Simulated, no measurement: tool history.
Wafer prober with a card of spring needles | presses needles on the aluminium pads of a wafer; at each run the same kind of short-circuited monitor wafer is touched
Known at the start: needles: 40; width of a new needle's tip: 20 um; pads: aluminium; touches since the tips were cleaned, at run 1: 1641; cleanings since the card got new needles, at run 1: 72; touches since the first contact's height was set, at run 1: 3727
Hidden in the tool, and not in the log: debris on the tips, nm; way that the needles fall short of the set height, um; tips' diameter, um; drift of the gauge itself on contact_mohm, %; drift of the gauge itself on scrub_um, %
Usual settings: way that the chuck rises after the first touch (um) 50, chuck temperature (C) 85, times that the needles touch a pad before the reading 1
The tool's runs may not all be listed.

run   hour  way that the chuck rises after the first touch (um)  chuck temperature (C)  times that the needles touch a pad before the reading  touches since the tips were cleaned  cleanings since the card got new needles  touches since the first contact's height was set  resistance of one needle with its contact and lead (mohm)  way that a needle slides on the pad (um)
  1      0                                                   50                     85                                                      1                                 1641                                        72                                              3727                                                        182                                     12.06
       2.8  -- tips cleaned on abrasive film
       9.8  -- tips cleaned on abrasive film
      16.4  -- tips cleaned on abrasive film
  2   16.4                                                   50                     43                                                      1                                    0                                        75                                             11900                                                        148                                     11.95
      23.4  -- tips cleaned on abrasive film
      30.3  -- tips cleaned on abrasive film
  3   31.8                                                   50                     43                                                      1                                  751                                        77                                             19603                                                        165                                     12.02
        36  -- tips cleaned on abrasive film
      42.9  -- tips cleaned on abrasive film
      49.9  -- tips cleaned on abrasive film
  4   51.8                                                   50                     43                                                      1                                  944                                        80                                             29588                                                        161                                     11.89
        56  -- tips cleaned on abrasive film
      62.9  -- tips cleaned on abrasive film
      69.9  -- tips cleaned on abrasive film
      76.8  -- tips cleaned on abrasive film
  5   79.4                                                   50                     43                                                      1                                 1329                                        84                                             43432                                                        174                                     11.87
      83.6  -- tips cleaned on abrasive film
      87.9  -- tips cleaned on abrasive film, once more
      94.8  -- tips cleaned on abrasive film
     101.8  -- tips cleaned on abrasive film
  6  106.2                                                   50                     43                                                      1                                 2266                                        88                                             56822                                                        193                                     11.94
     107.7  -- tips cleaned on abrasive film
     114.6  -- tips cleaned on abrasive film
     121.6  -- tips cleaned on abrasive film
     127.2  -- tips cleaned on abrasive film
  7  127.2                                                   50                     43                                                      1                                    0                                        92                                             67252                                                        147                                     11.73
     134.1  -- tips cleaned on abrasive film
       141  -- tips cleaned on abrasive film
     147.5  -- tips cleaned on abrasive film
  8  147.5                                                   50                     85                                                      1                                    0                                        95                                             77420                                                        157                                     11.78
     154.5  -- tips cleaned on abrasive film
     161.4  -- tips cleaned on abrasive film
     168.2  -- tips cleaned on abrasive film
  9  169.9                                                   50                     85                                                      1                                  899                                        98                                             88655                                                        179                                     11.68
     174.2  -- tips cleaned on abrasive film
       181  -- tips cleaned on abrasive film
 10  185.2                                                   50                     85                                                      1                                 2084                                       100                                             96269                                                        192                                     11.76
     187.9  -- tips cleaned on abrasive film
     194.8  -- tips cleaned on abrasive film
     200.9  -- tips cleaned on abrasive film
 11  200.9                                                   34                     50                                                      3                                    0                                       103                                            104122                                                        167                                      7.84
     207.9  -- tips cleaned on abrasive film
     214.8  -- tips cleaned on abrasive film
     221.8  -- tips cleaned on abrasive film
 12  226.1                                                   34                     50                                                      3                                 2180                                       106                                            116728                                                        198                                      7.76
     227.5  -- tips cleaned on abrasive film
     233.1  -- tips cleaned on abrasive film
       240  -- tips cleaned on abrasive film
     245.6  -- tips cleaned on abrasive film
     252.6  -- tips cleaned on abrasive film
 13  254.6                                                   34                     50                                                      3                                 1038                                       111                                            130961                                                        185                                      7.74
     258.8  -- tips cleaned on abrasive film
     265.8  -- tips cleaned on abrasive film
     272.6  -- tips cleaned on abrasive film
     279.5  -- tips cleaned on abrasive film
 14  284.1                                                   34                     50                                                      3                                 2303                                       115                                            145712                                                        202                                       7.7
     285.5  -- tips cleaned on abrasive film
     291.1  -- tips cleaned on abrasive film
       298  -- tips cleaned on abrasive film
     304.9  -- tips cleaned on abrasive film
 15    307                                                   52                     43                                                      2                                 1034                                       119                                            157126                                                        156                                      11.9
     311.2  -- tips cleaned on abrasive film
     316.8  -- tips cleaned on abrasive film
     323.7  -- tips cleaned on abrasive film
 16  328.1                                                   31                     27                                                      2                                 2233                                       122                                            167702                                                        246                                      6.81
     329.6  -- tips cleaned on abrasive film
     336.5  -- tips cleaned on abrasive film
     343.5  -- tips cleaned on abrasive film
     350.4  -- tips cleaned on abrasive film
       356  -- tips cleaned on abrasive film
 17  359.9                                                   54                     91                                                      1                                 1955                                       127                                            183563                                                        187                                     12.31
     362.7  -- tips cleaned on abrasive film
     369.7  -- tips cleaned on abrasive film
     375.2  -- tips cleaned on abrasive film
     382.2  -- tips cleaned on abrasive film
     387.8  -- tips cleaned on abrasive film
 18  390.3                                                   54                     91                                                      1                                 1271                                       132                                            198740                                                        179                                      12.4
     394.5  -- tips cleaned on abrasive film
     401.4  -- tips cleaned on abrasive film
       407  -- tips cleaned on abrasive film
       414  -- tips cleaned on abrasive film
     420.9  -- tips cleaned on abrasive film
 19  421.8                                                   54                     32                                                      1                                  473                                       137                                            214509                                                        159                                      12.3
     427.4  -- tips cleaned on abrasive film
     434.2  -- tips cleaned on abrasive film
     441.2  -- tips cleaned on abrasive film
     446.8  -- tips cleaned on abrasive film
 20  447.8                                                   54                     32                                                      2                                  511                                       141                                            227472                                                        152                                     12.13

Below are 4 alternative next runs, each starting from the tool's condition after run 20. Predict each:
     453.4  -- tips cleaned on abrasive film
     460.3  -- tips cleaned on abrasive film
     467.3  -- tips cleaned on abrasive film
  A   468                                                   34                     85                                                      2                                  365                                       144                                            237568                                                          ?                                         ?
     453.4  -- tips cleaned on abrasive film
     460.3  -- tips cleaned on abrasive film
     467.3  -- tips cleaned on abrasive film
  B   468                                                   33                     27                                                      3                                  365                                       144                                            237568                                                          ?                                         ?
     453.4  -- tips cleaned on abrasive film
     460.3  -- tips cleaned on abrasive film
     467.3  -- tips cleaned on abrasive film
  C   468                                                   32                     39                                                      2                                  365                                       144                                            237568                                                          ?                                         ?
     453.4  -- tips cleaned on abrasive film
     460.3  -- tips cleaned on abrasive film
     467.3  -- tips cleaned on abrasive film
  D   468                                                   63                     52                                                      1                                  365                                       144                                            237568                                                          ?                                         ?

run  resistance of one needle with its contact and lead (mohm)  way that a needle slides on the pad (um)
  A                                                        197                                      7.38
  B                                                        175                                      7.24
  C                                                        194                                      6.94
  D                                                        149                                     14.34
Stripped of hidden state, with their random variation kept, the same runs would have yielded:
run  resistance of one needle with its contact and lead (mohm)  way that a needle slides on the pad (um)
  A                                                        165                                      8.11
  B                                                        151                                      7.98
  C                                                        158                                      7.68
  D                                                        135                                     15.07

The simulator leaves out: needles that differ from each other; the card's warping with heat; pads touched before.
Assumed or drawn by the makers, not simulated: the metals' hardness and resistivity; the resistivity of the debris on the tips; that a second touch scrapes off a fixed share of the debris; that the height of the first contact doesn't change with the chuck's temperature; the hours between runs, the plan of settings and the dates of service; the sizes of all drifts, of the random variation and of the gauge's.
